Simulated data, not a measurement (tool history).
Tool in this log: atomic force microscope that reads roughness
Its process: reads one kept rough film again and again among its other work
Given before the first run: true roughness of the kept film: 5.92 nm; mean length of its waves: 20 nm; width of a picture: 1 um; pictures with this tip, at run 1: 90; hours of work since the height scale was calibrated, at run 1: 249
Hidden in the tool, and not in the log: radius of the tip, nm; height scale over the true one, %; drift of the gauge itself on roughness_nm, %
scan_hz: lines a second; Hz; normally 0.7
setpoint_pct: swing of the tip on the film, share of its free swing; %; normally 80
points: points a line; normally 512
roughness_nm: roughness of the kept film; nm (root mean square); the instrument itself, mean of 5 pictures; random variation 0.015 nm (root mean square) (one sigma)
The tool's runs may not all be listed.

| run | hour | scan_hz | setpoint_pct | points | pictures with this tip | hours of work since the height scale was calibrated | roughness_nm |
|---|---|---|---|---|---|---|---|
| 1 | 0 | 0.7 | 80 | 512 | 90 | 249 | 2.845 |
| 2 | 13.2 | 0.7 | 80 | 512 | 109 | 258 | 2.728 |
| 3 | 30.3 | 0.7 | 80 | 512 | 134 | 270 | 2.619 |
| 4 | 45.4 | 0.7 | 80 | 512 | 156 | 281 | 2.543 |
| 5 | 57.7 | 0.7 | 80 | 512 | 174 | 289 | 2.464 |
| 6 | 66.9 | 0.7 | 80 | 512 | 188 | 296 | 2.42 |
| 7 | 78.3 | 0.7 | 80 | 512 | 204 | 303 | 2.374 |
| 8 | 95 | 0.7 | 80 | 512 | 229 | 315 | 2.279 |
| 9 | 109.5 | 0.7 | 80 | 512 | 250 | 325 | 2.218 |
| 10 | 118.1 | 0.7 | 80 | 689 | 263 | 331 | 2.166 |
| 11 | 135.8 | 0.541 | 80 | 512 | 289 | 343 | 2.105 |
| 12 | 148.1 | 0.7 | 80 | 309 | 307 | 352 | 2.005 |
| 13 | 159.3 | 0.7 | 80 | 431 | 323 | 360 | 2.021 |
| 14 | 169.7 | 0.7 | 80 | 431 | 338 | 367 | 1.965 |
|  | 183.8 | new tip fitted |
| 15 | 185.2 | 3.911 | 80 | 512 | 2 | 377 | 3.127 |
| 16 | 194.4 | 0.7 | 80 | 512 | 16 | 384 | 3.506 |
| 17 | 208.4 | 0.7 | 80 | 512 | 36 | 394 | 3.352 |
| 18 | 227.7 | 0.7 | 80 | 512 | 64 | 407 | 3.14 |
| 19 | 242.3 | 0.921 | 80 | 512 | 86 | 417 | 2.994 |
|  | 244.3 | height scale calibrated on a step standard |
| 20 | 258.1 | 0.712 | 80 | 512 | 107 | 10 | 2.884 |
| 21 | 271.4 | 0.7 | 80 | 914 | 127 | 19 | 2.83 |
|  | 274.5 | height scale calibrated on a step standard, once more |
| 22 | 280.5 | 0.7 | 57 | 622 | 139 | 4 | 2.813 |
| 23 | 293.4 | 0.7 | 60 | 519 | 158 | 13 | 2.695 |
| 24 | 306.3 | 0.7 | 60 | 519 | 176 | 22 | 2.612 |

Run 25 comes next. What will it give?
| 25 | 321.7 | 0.7 | 68 | 512 | 199 | 33 | ? |

For run 25 the tool returned roughness_nm 2.517 nm (root mean square).
Without the tool's hidden state the same run would have given roughness_nm 3.67 nm (root mean square).
